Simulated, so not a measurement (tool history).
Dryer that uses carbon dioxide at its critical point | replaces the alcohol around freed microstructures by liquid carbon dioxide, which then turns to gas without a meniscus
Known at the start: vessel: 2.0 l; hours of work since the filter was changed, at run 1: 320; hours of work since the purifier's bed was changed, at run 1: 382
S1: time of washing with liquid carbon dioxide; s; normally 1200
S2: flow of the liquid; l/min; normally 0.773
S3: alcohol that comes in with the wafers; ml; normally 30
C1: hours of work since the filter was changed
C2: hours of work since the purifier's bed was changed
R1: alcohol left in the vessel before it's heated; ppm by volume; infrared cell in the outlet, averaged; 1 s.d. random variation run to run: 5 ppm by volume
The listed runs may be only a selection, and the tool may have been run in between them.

run    hour    S1     S2  S3   C1   C2    R1
  1     0.0  1200  0.773  30  320  382    95
  2    18.4  1200  0.773  30  327  390    89
  3    37.8  1200  0.908  30  335  398    53
  4    54.4  1200  0.750  30  342  405   111
  5    69.5  1200  0.750  30  348  411   100
  6    88.9  1200  0.516  30  356  419   382
  7   118.8  1200  0.516  20  368  431   278
  8   137.8  1260  0.773  30  376  439    88
  9   150.4  1260  0.773  30  381  444    98
 10   167.7  1800  0.773  30  388  451    48
 11   189.3  1800  0.773  30  397  460    62
 12   211.8  1200  0.773  85  406  469   207
 13   224.8  1200  0.588  85  412  474   631
 14   252.0  1200  1.040  30  423  485    70
 15   270.0  1200  0.773  30  430  493   103
      277.8  -- inlet filter changed
 16   297.4  1200  0.773  30    8  504    86
 17   328.3  1200  0.773  30   21  516    90
 18   347.2  1200  1.240  30   28  524    55
 19   375.6  1200  1.240  30   40  536    57
 20   401.4  1200  1.240  30   51  546    62
 21   423.3  1200  0.773  30   60  555    98
 22   440.8  1200  0.773  30   67  562    98
 23   471.3  1200  0.773  30   79  575    97
 24   496.0   840  0.773  30   89  585   269
 25   510.8   840  0.773  30   95  591   286
 26   541.9   840  0.773  30  108  604   280
 27   564.0   840  0.773  30  117  613   285
 28   586.4   780  0.476  94  126  622  4434
 29   614.5  1920  0.773  34  138  633    75
 30   630.1  1920  0.593  56  144  640    95
 31   657.6  1560  0.771  21  155  651    72
 32   682.0   840  0.863  31  165  661   212
 33   696.2  1320  0.802  30  171  667    90
 34   715.7  1680  1.026  36  179  675    75
 35   739.2  1500  1.026  37  189  684    72
 36   761.5  1080  0.773  39  198  694   162
 37   787.8   960  0.773  71  209  704   392
 38   812.2  1200  0.519  27  219  714   343
 39   827.7  1320  0.519  36  225  721   316
 40   847.3   780  1.168  48  233  729   153
 41   876.7  1140  0.755  44  245  741   182
 42   901.8  1740  0.832  44  255  751    70
 43   918.5  1440  0.853  35  262  758    94
 44   936.8   900  1.219  50  270  765   106
 45   960.6   900  0.742  21  279  775   240
 46   984.4   900  0.742  21  289  785   253
 47   997.9  1200  1.050  30  295  790    90
 48  1022.3  1200  1.050  30  305  800    85

Difference, measured minus no-hidden-state, one row per run. Run-to-run variation is common to both terms; the gauge's own scatter need not be:
Unlogged tool condition in this case: flow that reaches the vessel past the clogged filter, %; alcohol in the recycled carbon dioxide, ppm; drift of the gauge itself on alcohol_ppm, %.
run    R1
  1   +56
  2   +56
  3   +46
  4   +60
  5   +63
  6  +135
  7  +106
  8   +58
  9   +62
 10   +47
 11   +47
 12  +114
 13  +249
 14   +53
 15   +72
 16   +51
 17   +52
 18   +52
 19   +52
 20   +56
 21   +59
 22   +60
 23   +62
 24   +76
 25   +81
 26   +82
 27   +86
 28  +357
 29   +65
 30   +67
 31   +66
 32   +86
 33   +71
 34   +67
 35   +67
 36   +88
 37  +137
 38  +119
 39  +119
 40   +92
 41  +101
 42   +70
 43   +81
 44   +84
 45  +113
 46  +117
 47   +82
 48   +83
